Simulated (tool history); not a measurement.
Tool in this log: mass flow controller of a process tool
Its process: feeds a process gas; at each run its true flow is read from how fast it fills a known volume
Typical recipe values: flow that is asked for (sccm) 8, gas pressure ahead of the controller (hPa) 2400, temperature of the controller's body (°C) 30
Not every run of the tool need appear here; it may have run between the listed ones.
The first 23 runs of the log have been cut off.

run    hour  flow that is asked for (sccm)  gas pressure ahead of the controller (hPa)  temperature of the controller's body (°C)  hours of work since the controller was set to zero  hours of work since the controller was changed  true flow (%)
 24  2046.5                              8                                        2400                                         30                                                 766                                             766          98.06
 25  2116.7                              8                                        2400                                         28                                                 792                                             792           98.3
 26  2177.4                             11                                        2530                                         29                                                 814                                             814          98.54
 27  2286.4                             11                                        2530                                         28                                                 854                                             854          98.47
 28  2412.9                              2                                        2400                                         30                                                 901                                             901          96.75
 29  2495.5                              2                                        2400                                         35                                                 931                                             931          96.11
 30  2578.3                             10                                        2480                                         31                                                 962                                             962          98.16
 31  2634.3                             10                                        2480                                         25                                                 982                                             982          98.87
     2643.1  -- controller's zero set anew
 32  2696.9                              8                                        1500                                         30                                                  20                                            1005          98.22
 33  2774.8                              8                                        1500                                         30                                                  49                                            1034          98.28
 34  2890.8                              8                                        1500                                         30                                                  91                                            1077          98.31
 35  2989.3                              3                                        2400                                         25                                                 128                                            1113          97.44
 36  3070.7                              3                                        2400                                         25                                                 158                                            1143          97.46
     3102.1  -- controller's zero set anew, once more
 37  3140.4                              8                                        2400                                         32                                                  14                                            1169          98.07
 38  3258.9                              8                                        2400                                         23                                                  58                                            1212          98.96
 39  3337.6                              8                                        2400                                         40                                                  87                                            1241          97.23
 40  3444.8                              8                                        2550                                         22                                                 126                                            1281             99
 41  3549.5                              8                                        2550                                         22                                                 165                                            1319          99.22
 42  3604.7                              8                                        1640                                         36                                                 185                                            1340          97.76
 43  3660.1                              4                                        2670                                         27                                                 206                                            1360          98.18
 44    3784                             19                                        2740                                         27                                                 251                                            1406          99.64
 45  3873.8                             12                                        2680                                         24                                                 284                                            1439           99.3
 46  3964.4                              8                                        2400                                         25                                                 318                                            1472          98.74
 47  4024.7                              8                                        2520                                         40                                                 340                                            1495          97.16
 48    4127                              8                                        2400                                         20                                                 378                                            1532          99.48

Forecast each of these 3 alternatives for the next run:
  A  4242.3                              8                                        2400                                         20                                                 420                                            1575              ?
  B  4242.3                              3                                        2400                                         30                                                 420                                            1575              ?
  C  4242.3                              9                                        1910                                         26                                                 420                                            1575              ?

run  true flow (%)
  A          99.33
  B          97.57
  C          98.94
With the hidden condition removed and each run's random variation left untouched, the same runs would have given:
run  true flow (%)
  A          99.26
  B          97.72
  C          98.85

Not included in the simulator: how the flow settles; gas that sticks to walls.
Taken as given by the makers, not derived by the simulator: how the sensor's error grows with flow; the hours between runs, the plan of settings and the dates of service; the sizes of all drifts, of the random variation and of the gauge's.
